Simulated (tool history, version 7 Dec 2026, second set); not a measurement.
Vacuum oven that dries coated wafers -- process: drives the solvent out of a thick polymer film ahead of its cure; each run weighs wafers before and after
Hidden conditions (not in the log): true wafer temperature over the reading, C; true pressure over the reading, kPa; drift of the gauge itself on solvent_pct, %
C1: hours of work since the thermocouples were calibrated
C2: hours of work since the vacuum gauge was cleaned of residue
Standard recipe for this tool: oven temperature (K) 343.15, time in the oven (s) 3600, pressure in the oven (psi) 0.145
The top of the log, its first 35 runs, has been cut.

run 36 hour=1730.3 | oven_temperature_(K)=338.15 time_in_the_oven_(s)=2640 pressure_in_the_oven_(psi)=0.376 | C1=165 C2=1541 | solvent_left_in_the_film_(%)=5.18
run 37 hour=1795 | oven_temperature_(K)=343.15 time_in_the_oven_(s)=2280 pressure_in_the_oven_(psi)=0.177 | C1=204 C2=1580 | solvent_left_in_the_film_(%)=3.36
run 38 hour=1860.9 | oven_temperature_(K)=335.15 time_in_the_oven_(s)=2280 pressure_in_the_oven_(psi)=0.177 | C1=244 C2=1620 | solvent_left_in_the_film_(%)=5.55
run 39 hour=1898.2 | oven_temperature_(K)=346.15 time_in_the_oven_(s)=2760 pressure_in_the_oven_(psi)=0.104 | C1=266 C2=1642 | solvent_left_in_the_film_(%)=1.72
run 40 hour=1936.9 | oven_temperature_(K)=343.15 time_in_the_oven_(s)=1860 pressure_in_the_oven_(psi)=0.145 | C1=290 C2=1666 | solvent_left_in_the_film_(%)=4.13
run 41 hour=1974.3 | oven_temperature_(K)=343.15 time_in_the_oven_(s)=5580 pressure_in_the_oven_(psi)=0.125 | C1=312 C2=1688 | solvent_left_in_the_film_(%)=0.88
run 42 hour=2040.2 | oven_temperature_(K)=343.15 time_in_the_oven_(s)=2100 pressure_in_the_oven_(psi)=0.145 | C1=352 C2=1728 | solvent_left_in_the_film_(%)=3.56
run 43 hour=2102 | oven_temperature_(K)=343.15 time_in_the_oven_(s)=2100 pressure_in_the_oven_(psi)=0.145 | C1=389 C2=1765 | solvent_left_in_the_film_(%)=3.67

Each row is a separate what-if for the run after 43, all from the same tool condition, not one after another. Results?
run A hour=2149.9 | oven_temperature_(K)=340.15 time_in_the_oven_(s)=3600 pressure_in_the_oven_(psi)=0.145 | C1=418 C2=1794 | solvent_left_in_the_film_(%)=?
run B hour=2149.9 | oven_temperature_(K)=335.15 time_in_the_oven_(s)=4140 pressure_in_the_oven_(psi)=0.145 | C1=418 C2=1794 | solvent_left_in_the_film_(%)=?
run C hour=2149.9 | oven_temperature_(K)=335.15 time_in_the_oven_(s)=2100 pressure_in_the_oven_(psi)=0.145 | C1=418 C2=1794 | solvent_left_in_the_film_(%)=?

run=A solvent_left_in_the_film_(%)=2.13
run=B solvent_left_in_the_film_(%)=2.47
run=C solvent_left_in_the_film_(%)=5.8
The same runs, with their run-to-run variation unchanged, on a tool lacking any hidden condition would have given:
run=A solvent_left_in_the_film_(%)=2.11
run=B solvent_left_in_the_film_(%)=2.44
run=C solvent_left_in_the_film_(%)=5.77
